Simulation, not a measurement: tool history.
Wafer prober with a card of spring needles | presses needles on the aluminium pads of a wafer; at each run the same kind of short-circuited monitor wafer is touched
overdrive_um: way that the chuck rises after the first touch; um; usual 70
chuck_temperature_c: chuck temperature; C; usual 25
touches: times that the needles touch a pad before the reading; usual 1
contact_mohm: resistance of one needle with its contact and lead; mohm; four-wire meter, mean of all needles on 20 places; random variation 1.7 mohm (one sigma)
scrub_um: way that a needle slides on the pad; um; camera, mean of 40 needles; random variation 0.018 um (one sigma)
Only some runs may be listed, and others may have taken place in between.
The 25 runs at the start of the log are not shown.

run	hour	overdrive_um	chuck_temperature_c	touches	contact_mohm	scrub_um
# hour 183.9: tips cleaned on abrasive film
26	191	67	103	1	226	14.26
27	199.8	85	32	1	214	18.17
# hour 203.9: tips cleaned on abrasive film
28	208.9	85	65	1	200	18.15
29	217.3	86	110	1	227	18.32
# hour 218.5: height of the first contact set anew
# hour 224: tips cleaned on abrasive film
30	224.6	89	121	2	186	19.3
31	230.8	89	121	2	204	19.32
32	240.4	89	121	2	209	19.29
# hour 244.3: tips cleaned on abrasive film
33	248.8	89	121	2	201	19.3
34	257	55	121	2	227	11.88

What if the next run were any one of these 3? Each begins from the tool's condition after run 34:
# hour 264: tips cleaned on abrasive film
A	265.2	68	99	2	?	?
# hour 264: tips cleaned on abrasive film
B	265.2	69	25	1	?	?
# hour 264: tips cleaned on abrasive film
C	265.2	50	121	2	?	?

run	contact_mohm	scrub_um
A	192	14.69
B	180	14.92
C	203	10.78
Had the tool no hidden state, the same runs would have come out as:
run	contact_mohm	scrub_um
A	182	14.76
B	162	15
C	187	10.86

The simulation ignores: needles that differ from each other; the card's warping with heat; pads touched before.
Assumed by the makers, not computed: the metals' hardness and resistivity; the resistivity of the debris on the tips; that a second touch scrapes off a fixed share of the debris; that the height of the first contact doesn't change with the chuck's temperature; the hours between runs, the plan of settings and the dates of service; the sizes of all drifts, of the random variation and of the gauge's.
